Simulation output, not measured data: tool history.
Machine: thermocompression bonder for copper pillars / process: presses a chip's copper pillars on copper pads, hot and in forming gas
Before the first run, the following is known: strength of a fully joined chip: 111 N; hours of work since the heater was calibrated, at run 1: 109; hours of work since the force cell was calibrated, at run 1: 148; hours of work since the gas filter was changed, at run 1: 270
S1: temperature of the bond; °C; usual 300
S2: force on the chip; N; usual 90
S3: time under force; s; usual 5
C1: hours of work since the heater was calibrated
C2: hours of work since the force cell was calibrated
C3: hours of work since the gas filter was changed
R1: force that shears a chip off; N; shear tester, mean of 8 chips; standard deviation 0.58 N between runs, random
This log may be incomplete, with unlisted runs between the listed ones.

{"run": 1, "hour": 0.0, "S1": 300, "S2": 90, "S3": 5, "C1": 109, "C2": 148, "C3": 270, "R1": 78}
{"run": 2, "hour": 9.0, "S1": 300, "S2": 90, "S3": 5, "C1": 113, "C2": 152, "C3": 274, "R1": 77.2}
{"run": 3, "hour": 15.5, "S1": 300, "S2": 90, "S3": 5, "C1": 116, "C2": 155, "C3": 277, "R1": 77.2}
{"run": 4, "hour": 26.0, "S1": 274, "S2": 90, "S3": 5, "C1": 121, "C2": 160, "C3": 282, "R1": 64.5}
{"run": 5, "hour": 32.8, "S1": 274, "S2": 90, "S3": 5, "C1": 124, "C2": 163, "C3": 285, "R1": 64.1}
{"run": 6, "hour": 38.6, "S1": 274, "S2": 90, "S3": 5, "C1": 127, "C2": 166, "C3": 288, "R1": 65.1}
{"run": 7, "hour": 47.5, "S1": 312, "S2": 90, "S3": 5, "C1": 131, "C2": 170, "C3": 292, "R1": 83.2}
{"run": 8, "hour": 52.9, "S1": 300, "S2": 90, "S3": 5, "C1": 134, "C2": 173, "C3": 295, "R1": 76.4}
{"run": 9, "hour": 60.5, "S1": 300, "S2": 90, "S3": 5, "C1": 137, "C2": 176, "C3": 298, "R1": 77}
{"run": 10, "hour": 71.5, "S1": 300, "S2": 74, "S3": 5, "C1": 142, "C2": 181, "C3": 303, "R1": 72.8}
{"run": 11, "hour": 83.3, "S1": 278, "S2": 90, "S3": 5, "C1": 148, "C2": 187, "C3": 309, "R1": 65.9}
{"run": 12, "hour": 94.8, "S1": 278, "S2": 115, "S3": 5, "C1": 153, "C2": 192, "C3": 314, "R1": 70.7}
{"run": 13, "hour": 101.0, "S1": 278, "S2": 115, "S3": 5, "C1": 156, "C2": 195, "C3": 317, "R1": 71.3}
{"hour": 103.5, "done": "forming gas filter changed"}
{"run": 14, "hour": 106.5, "S1": 278, "S2": 115, "S3": 5, "C1": 159, "C2": 198, "C3": 1, "R1": 76.2}
{"run": 15, "hour": 116.8, "S1": 278, "S2": 115, "S3": 5, "C1": 163, "C2": 202, "C3": 6, "R1": 75.3}
{"run": 16, "hour": 122.4, "S1": 300, "S2": 69, "S3": 5, "C1": 166, "C2": 205, "C3": 9, "R1": 73.1}
{"run": 17, "hour": 131.3, "S1": 300, "S2": 69, "S3": 5, "C1": 170, "C2": 209, "C3": 13, "R1": 74}
{"run": 18, "hour": 138.5, "S1": 300, "S2": 69, "S3": 5, "C1": 174, "C2": 212, "C3": 16, "R1": 73.6}
{"run": 19, "hour": 144.9, "S1": 300, "S2": 90, "S3": 5, "C1": 177, "C2": 215, "C3": 19, "R1": 80.3}
{"run": 20, "hour": 154.6, "S1": 300, "S2": 90, "S3": 5, "C1": 181, "C2": 220, "C3": 24, "R1": 78.9}
{"run": 21, "hour": 161.1, "S1": 301, "S2": 83, "S3": 7, "C1": 184, "C2": 223, "C3": 27, "R1": 84.5}
{"run": 22, "hour": 167.9, "S1": 317, "S2": 123, "S3": 5, "C1": 187, "C2": 226, "C3": 30, "R1": 92.9}
{"run": 23, "hour": 180.0, "S1": 300, "S2": 60, "S3": 8, "C1": 193, "C2": 232, "C3": 36, "R1": 79.6}
{"run": 24, "hour": 189.6, "S1": 291, "S2": 94, "S3": 5, "C1": 197, "C2": 236, "C3": 40, "R1": 77.1}
{"run": 25, "hour": 195.3, "S1": 291, "S2": 94, "S3": 5, "C1": 200, "C2": 239, "C3": 43, "R1": 76.1}
{"run": 26, "hour": 203.3, "S1": 291, "S2": 94, "S3": 5, "C1": 204, "C2": 243, "C3": 47, "R1": 75.3}
{"run": 27, "hour": 212.3, "S1": 291, "S2": 94, "S3": 5, "C1": 208, "C2": 247, "C3": 51, "R1": 76.2}
{"run": 28, "hour": 219.8, "S1": 291, "S2": 94, "S3": 5, "C1": 212, "C2": 250, "C3": 54, "R1": 75.9}
{"run": 29, "hour": 225.8, "S1": 308, "S2": 108, "S3": 8, "C1": 214, "C2": 253, "C3": 57, "R1": 94.9}
{"run": 30, "hour": 234.2, "S1": 308, "S2": 108, "S3": 8, "C1": 218, "C2": 257, "C3": 61, "R1": 94.7}
{"run": 31, "hour": 242.9, "S1": 279, "S2": 68, "S3": 4, "C1": 222, "C2": 261, "C3": 65, "R1": 57.1}
{"run": 32, "hour": 251.6, "S1": 314, "S2": 90, "S3": 5, "C1": 226, "C2": 265, "C3": 69, "R1": 84.9}
{"run": 33, "hour": 262.5, "S1": 304, "S2": 90, "S3": 7, "C1": 232, "C2": 270, "C3": 74, "R1": 86.9}
{"run": 34, "hour": 270.4, "S1": 304, "S2": 90, "S3": 7, "C1": 235, "C2": 274, "C3": 78, "R1": 86.2}
{"run": 35, "hour": 278.9, "S1": 326, "S2": 120, "S3": 3, "C1": 239, "C2": 278, "C3": 82, "R1": 86.6}
{"run": 36, "hour": 288.5, "S1": 299, "S2": 89, "S3": 5, "C1": 244, "C2": 283, "C3": 87, "R1": 78}
{"run": 37, "hour": 300.8, "S1": 300, "S2": 90, "S3": 12, "C1": 249, "C2": 288, "C3": 92, "R1": 93.7}
{"run": 38, "hour": 307.2, "S1": 300, "S2": 63, "S3": 5, "C1": 252, "C2": 291, "C3": 95, "R1": 70.9}
{"run": 39, "hour": 313.7, "S1": 299, "S2": 102, "S3": 3, "C1": 256, "C2": 294, "C3": 98, "R1": 71.1}

Predict each of these 4 candidate next runs independently; none follows another, all start after run 39:
{"run": "A", "hour": 320.8, "S1": 314, "S2": 63, "S3": 10, "C1": 259, "C2": 298, "C3": 102, "R1": "?"}
{"run": "B", "hour": 320.8, "S1": 280, "S2": 102, "S3": 4, "C1": 259, "C2": 298, "C3": 102, "R1": "?"}
{"run": "C", "hour": 320.8, "S1": 290, "S2": 73, "S3": 6, "C1": 259, "C2": 298, "C3": 102, "R1": "?"}
{"run": "D", "hour": 320.8, "S1": 304, "S2": 102, "S3": 3, "C1": 259, "C2": 298, "C3": 102, "R1": "?"}

run=A R1=89
run=B R1=66
run=C R1=72.1
run=D R1=73.7
What these runs would have given with no unlogged condition in the tool:
run=A R1=92.6
run=B R1=70
run=C R1=76.1
run=D R1=77.5
